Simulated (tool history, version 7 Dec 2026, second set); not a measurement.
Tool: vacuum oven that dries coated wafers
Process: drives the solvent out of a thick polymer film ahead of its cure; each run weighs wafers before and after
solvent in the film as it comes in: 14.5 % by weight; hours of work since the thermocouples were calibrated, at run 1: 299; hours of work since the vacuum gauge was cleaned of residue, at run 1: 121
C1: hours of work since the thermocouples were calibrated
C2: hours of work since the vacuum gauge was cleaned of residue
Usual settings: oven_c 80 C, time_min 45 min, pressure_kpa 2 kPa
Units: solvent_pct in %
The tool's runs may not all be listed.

Run 1, hour 0: usual settings; C1 299; C2 121. Result: solvent_pct 1.99 %.
Run 2, hour 6.9: usual settings; C1 302; C2 123. Result: solvent_pct 2.02 %.
Run 3, hour 14: usual settings but pressure_kpa 5.45 kPa; C1 305; C2 126. Result: solvent_pct 3.28 %.
Run 4, hour 20.9: usual settings but pressure_kpa 5.45 kPa; C1 307; C2 129. Result: solvent_pct 3.18 %.
Run 5, hour 26.2: usual settings but pressure_kpa 1.15 kPa; C1 310; C2 131. Result: solvent_pct 1.7 %.
Run 6, hour 36.3: usual settings but oven_c 89 C; C1 314; C2 135. Result: solvent_pct 0.75 %.
Run 7, hour 45.4: usual settings but oven_c 89 C, pressure_kpa 2.21 kPa; C1 317; C2 139. Result: solvent_pct 0.81 %.
Run 8, hour 55.7: usual settings; C1 322; C2 143. Result: solvent_pct 1.98 %.
Run 9, hour 61: usual settings; C1 324; C2 145. Result: solvent_pct 2 %.
Run 10, hour 73: usual settings but time_min 30 min; C1 329; C2 150. Result: solvent_pct 3.3 %.
Run 11, hour 79.4: usual settings but time_min 30 min; C1 331; C2 153. Result: solvent_pct 3.34 %.
Run 12, hour 87.1: usual settings but oven_c 92 C, time_min 30 min; C1 334; C2 156. Result: solvent_pct 0.95 %.
Run 13, hour 93.5: usual settings but oven_c 92 C, time_min 30 min; C1 337; C2 159. Result: solvent_pct 0.99 %.
Run 14, hour 104.7: usual settings but oven_c 92 C, time_min 63 min, pressure_kpa 1.32 kPa; C1 342; C2 163. Result: solvent_pct 0.37 %.
Run 15, hour 116.7: usual settings but oven_c 92 C, time_min 63 min, pressure_kpa 1.32 kPa; C1 347; C2 168. Result: solvent_pct 0.35 %.
At hour 119.4: oven's thermocouples calibrated.
Run 16, hour 129.3: usual settings but oven_c 79 C, time_min 66 min, pressure_kpa 4.46 kPa; C1 4; C2 173. Result: solvent_pct 2.39 %.
Run 17, hour 139.4: usual settings but oven_c 78 C, time_min 66 min, pressure_kpa 2.42 kPa; C1 8; C2 177. Result: solvent_pct 1.72 %.
Run 18, hour 147.7: usual settings but time_min 28 min, pressure_kpa 7.86 kPa; C1 12; C2 180. Result: solvent_pct 5.55 %.
Run 19, hour 158.9: usual settings but time_min 78 min, pressure_kpa 3.77 kPa; C1 16; C2 185. Result: solvent_pct 1.78 %.
At hour 172.6: oven's thermocouples calibrated, once more.
Run 20, hour 172.8: usual settings but time_min 78 min, pressure_kpa 3.77 kPa; C1 0; C2 190. Result: solvent_pct 1.63 %.
Run 21, hour 181.6: usual settings but time_min 78 min, pressure_kpa 3.77 kPa; C1 4; C2 193. Result: solvent_pct 1.67 %.
Run 22, hour 192.6: usual settings but time_min 78 min, pressure_kpa 3.77 kPa; C1 8; C2 198. Result: solvent_pct 1.59 %.
Run 23, hour 200.9: usual settings but oven_c 79 C, time_min 56 min; C1 12; C2 201. Result: solvent_pct 1.5 %.
Run 24, hour 208.2: usual settings but oven_c 90 C, time_min 35 min; C1 15; C2 204. Result: solvent_pct 0.92 %.
Run 25, hour 216.3: usual settings but oven_c 73 C, time_min 48 min, pressure_kpa 6.66 kPa; C1 18; C2 207. Result: solvent_pct 5.3 %.

Hidden state or all else? Some run-to-run changes of solvent_pct, split into what the settings, what came in and random variation would give without the hidden state, and what is left for the hidden state (with any gauge scatter that isn't in both results):
The hidden state here: true wafer temperature over the reading, C; true pressure over the reading, kPa; drift of the gauge itself on solvent_pct, %.
Run 15 -> 16: oven_c 92 -> 79, time_min 63 -> 66, pressure_kpa 1.32 -> 4.46, oven's thermocouples calibrated. solvent_pct +2.04 %: hidden state +0.17, all else +1.87.
Run 17 -> 18: oven_c 78 -> 80, time_min 66 -> 28, pressure_kpa 2.42 -> 7.86. solvent_pct +3.83 %: hidden state +0.17, all else +3.66.
Run 18 -> 19: time_min 28 -> 78, pressure_kpa 7.86 -> 3.77. solvent_pct -3.77 %: hidden state -0.21, all else -3.56.
Run 24 -> 25: oven_c 90 -> 73, time_min 35 -> 48, pressure_kpa 2 -> 6.66. solvent_pct +4.38 %: hidden state -0.03, all else +4.41.
